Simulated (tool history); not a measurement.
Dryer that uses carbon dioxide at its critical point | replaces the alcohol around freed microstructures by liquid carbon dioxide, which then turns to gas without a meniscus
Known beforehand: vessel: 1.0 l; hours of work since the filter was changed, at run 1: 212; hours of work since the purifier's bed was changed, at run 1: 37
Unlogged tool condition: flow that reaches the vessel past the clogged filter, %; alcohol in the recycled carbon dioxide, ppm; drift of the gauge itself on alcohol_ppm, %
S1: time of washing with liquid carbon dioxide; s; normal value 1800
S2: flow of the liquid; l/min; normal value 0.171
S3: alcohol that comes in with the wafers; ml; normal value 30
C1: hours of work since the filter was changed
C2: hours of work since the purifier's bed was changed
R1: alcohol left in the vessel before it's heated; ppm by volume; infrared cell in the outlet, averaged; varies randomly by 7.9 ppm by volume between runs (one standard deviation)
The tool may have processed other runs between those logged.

run   hour    S1     S2   S3   C1   C2    R1
  1      0  1800  0.171   30  212   37   681
  2   13.2  1560  0.171   30  220   45  1169
  3   30.6  1800  0.171   30  230   55   727
  4   51.3  1800  0.171   30  243   67   723
  5   64.6  1800  0.171   34  250   75   835
      77.8  -- inlet filter changed
  6   81.2  1800  0.171   34    2   84   495
  7   98.9  1500  0.171   30   12   94   896
  8  118.3  1500  0.171   30   24  106   908
  9  132.1  1500  0.171   30   32  114   903
 10  156.8  1500  0.171   30   46  128   947
 11  170.1  1500  0.171   30   54  136   972
 12  181.7  1500  0.171   30   61  143   991
 13    207  1800  0.171   36   76  158   637
 14  219.1  1800  0.171   36   83  165   666
 15  238.6  2520  0.171   30   95  177   161
 16  256.2  2520  0.171   30  105  187   182
 17  280.5  1800  0.171   94  119  201  1707
 18  292.3  1800  0.171   94  126  208  1722
 19  310.9  1800  0.171   30  137  219   627
 20  334.8  1800  0.171   30  151  233   656
 21  353.6  1800  0.171   67  162  244  1391
 22  370.5  1800  0.171   67  172  254  1391
 23  383.6  1920  0.171   30  180  262   545
 24  398.9  1920  0.171   30  189  271   565
 25  410.4  1380  0.171   53  196  278  2777
 26  428.5  1380  0.264   53  206  288   613
 27  442.1  1800   0.24   30  214  296   243
 28  464.3  1800   0.24   30  227  309   271
 29  475.9  1320  0.207   60  234  316  2099
 30  490.8  1620  0.171   67  243  325  2299
 31  504.9  2340  0.165   46  251  333   536
     517.4  -- inlet filter changed
 32    531  2340  0.165   46    8  348   368
 33  553.4  2340  0.165   46   21  361   376
 34  566.2  1800  0.171   49   29  369   894
 35    586  1800  0.171   49   40  380   862
 36  597.6  2040  0.171  101   47  387  1030
 37  613.8  1800  0.117   30   57  397  2057
 38  629.9  1800  0.222   30   66  406   296
 39  645.9  1800  0.222   30   76  416   314
 40  663.5  1800  0.222   30   86  426   317
 41  677.2  2160   0.18   91   94  434   688

Run 42 is up next; what results do you expect?
 42  687.4  2520  0.111  64  100  440   ?

R1: 1870 ppm by volume
Were there no unlogged condition in the tool, this run, its random variation unchanged, would have produced R1 1390 ppm by volume.
